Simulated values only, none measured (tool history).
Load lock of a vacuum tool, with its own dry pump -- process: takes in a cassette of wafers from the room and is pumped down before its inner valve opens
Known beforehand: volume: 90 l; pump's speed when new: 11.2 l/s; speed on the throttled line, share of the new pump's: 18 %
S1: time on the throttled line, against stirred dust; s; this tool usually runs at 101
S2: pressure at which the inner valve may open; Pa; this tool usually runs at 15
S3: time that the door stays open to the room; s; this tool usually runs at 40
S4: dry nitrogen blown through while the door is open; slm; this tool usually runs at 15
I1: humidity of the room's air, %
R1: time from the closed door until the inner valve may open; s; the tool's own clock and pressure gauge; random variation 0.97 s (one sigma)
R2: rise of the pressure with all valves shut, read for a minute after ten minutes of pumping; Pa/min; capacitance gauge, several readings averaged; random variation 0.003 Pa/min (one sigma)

run 1 hour=0.0 | S1=101 S2=15 S3=40 S4=15 | I1=47.3 | R1=161.6 R2=0.152
run 2 hour=421.1 | S1=101 S2=15 S3=40 S4=15 | I1=45.7 | R1=159.8 R2=0.177
run 3 hour=777.5 | S1=144 S2=15 S3=40 S4=15 | I1=46.2 | R1=197.2 R2=0.189
run 4 hour=1227.1 | S1=101 S2=15 S3=51 S4=15 | I1=43.9 | R1=162.3 R2=0.221
run 5 hour=1493.0 | S1=101 S2=15 S3=51 S4=15 | I1=48.1 | R1=163.1 R2=0.237
run 6 hour=1829.4 | S1=101 S2=15 S3=26 S4=15 | I1=43.5 | R1=164.0 R2=0.252
run 7 hour=2317.5 | S1=101 S2=15 S3=26 S4=15 | I1=46.1 | R1=164.2 R2=0.291
run 8 hour=2605.0 | S1=101 S2=15 S3=40 S4=11 | I1=48.7 | R1=164.1 R2=0.312
-- hour=2857.6 door's seal changed, seat wiped
run 9 hour=2997.9 | S1=101 S2=15 S3=84 S4=15 | I1=38.8 | R1=165.9 R2=0.019
run 10 hour=3400.4 | S1=58 S2=15 S3=40 S4=15 | I1=48.5 | R1=130.5 R2=0.023
run 11 hour=3608.9 | S1=58 S2=15 S3=40 S4=15 | I1=47.9 | R1=133.3 R2=0.025
run 12 hour=3871.8 | S1=101 S2=15 S3=40 S4=15 | I1=46.4 | R1=162.5 R2=0.029
run 13 hour=4269.5 | S1=101 S2=15 S3=40 S4=5 | I1=41.9 | R1=166.3 R2=0.044
run 14 hour=4644.1 | S1=101 S2=15 S3=40 S4=5 | I1=42.9 | R1=163.7 R2=0.050
run 15 hour=5062.2 | S1=101 S2=15 S3=40 S4=5 | I1=43.1 | R1=168.0 R2=0.066
run 16 hour=5333.8 | S1=101 S2=15 S3=40 S4=5 | I1=45.0 | R1=165.8 R2=0.069
run 17 hour=5578.0 | S1=101 S2=15 S3=40 S4=5 | I1=48.0 | R1=166.3 R2=0.079
run 18 hour=5809.1 | S1=101 S2=18 S3=40 S4=15 | I1=42.2 | R1=167.7 R2=0.077
run 19 hour=6254.4 | S1=101 S2=18 S3=29 S4=44 | I1=44.1 | R1=167.4 R2=0.082
run 20 hour=6509.4 | S1=101 S2=18 S3=29 S4=44 | I1=47.5 | R1=167.9 R2=0.094
run 21 hour=6971.7 | S1=101 S2=14 S3=29 S4=44 | I1=46.5 | R1=172.0 R2=0.111
-- hour=7065.7 dry pump taken out, an overhauled one fitted
run 22 hour=7397.9 | S1=119 S2=17 S3=139 S4=9 | I1=41.5 | R1=168.0 R2=0.160
run 23 hour=7799.2 | S1=101 S2=14 S3=130 S4=5 | I1=46.0 | R1=153.9 R2=0.188
run 24 hour=8046.9 | S1=83 S2=13 S3=40 S4=7 | I1=44.4 | R1=140.4 R2=0.179
run 25 hour=8488.4 | S1=142 S2=23 S3=105 S4=12 | I1=47.4 | R1=181.9 R2=0.205
run 26 hour=8870.4 | S1=178 S2=23 S3=65 S4=12 | I1=43.9 | R1=214.1 R2=0.220
run 27 hour=9150.1 | S1=178 S2=28 S3=65 S4=12 | I1=45.7 | R1=213.3 R2=0.236
run 28 hour=9624.3 | S1=178 S2=28 S3=65 S4=12 | I1=44.7 | R1=214.4 R2=0.266
run 29 hour=9954.5 | S1=70 S2=12 S3=40 S4=15 | I1=45.4 | R1=132.5 R2=0.285
run 30 hour=10322.8 | S1=70 S2=12 S3=40 S4=15 | I1=40.6 | R1=132.4 R2=0.303
-- hour=10657.2 door's seal changed, seat wiped
run 31 hour=10698.0 | S1=98 S2=15 S3=40 S4=30 | I1=43.6 | R1=155.0 R2=0.011
run 32 hour=11189.5 | S1=124 S2=15 S3=40 S4=30 | I1=44.4 | R1=176.2 R2=0.015
run 33 hour=11656.2 | S1=114 S2=12 S3=97 S4=8 | I1=43.2 | R1=172.6 R2=0.040
run 34 hour=12074.2 | S1=114 S2=12 S3=97 S4=8 | I1=41.7 | R1=173.8 R2=0.045
run 35 hour=12536.1 | S1=57 S2=12 S3=97 S4=6 | I1=45.3 | R1=126.0 R2=0.068
run 36 hour=12805.5 | S1=57 S2=16 S3=27 S4=36 | I1=47.2 | R1=123.2 R2=0.049

How would selected steps in R1 from run to run divide? Give the signed amount a tool lacking its hidden state would still show from settings, what came in and random variation, and the signed amount left for the hidden state, including any gauge scatter that is not in both of the compared results.
Unlogged tool condition in this case: pump's speed, % of a new pump's; leak at the door's seal, Pa l/s; drift of the gauge itself on ready_s, %; drift of the gauge itself on rise_pa_min, %.
Run 3 -> 4: S1 144 -> 101, S3 40 -> 51. R1 -34.9 s: hidden state +1.7, all else -36.6.
Run 9 -> 10: S1 101 -> 58, S3 84 -> 40. R1 -35.4 s: hidden state +1.9, all else -37.3.
Run 21 -> 22: S1 101 -> 119, S2 14 -> 17, S3 29 -> 139, S4 44 -> 9, dry pump taken out, an overhauled one fitted. R1 -4.0 s: hidden state -16.7, all else +12.7.
Run 24 -> 25: S1 83 -> 142, S2 13 -> 23, S3 40 -> 105, S4 7 -> 12. R1 +41.5 s: hidden state +0.4, all else +41.1.
Run 28 -> 29: S1 178 -> 70, S2 28 -> 12, S3 65 -> 40, S4 12 -> 15. R1 -81.9 s: hidden state +1.0, all else -82.9.
Run 34 -> 35: S1 114 -> 57, S4 8 -> 6. R1 -47.8 s: hidden state +1.2, all else -49.0.
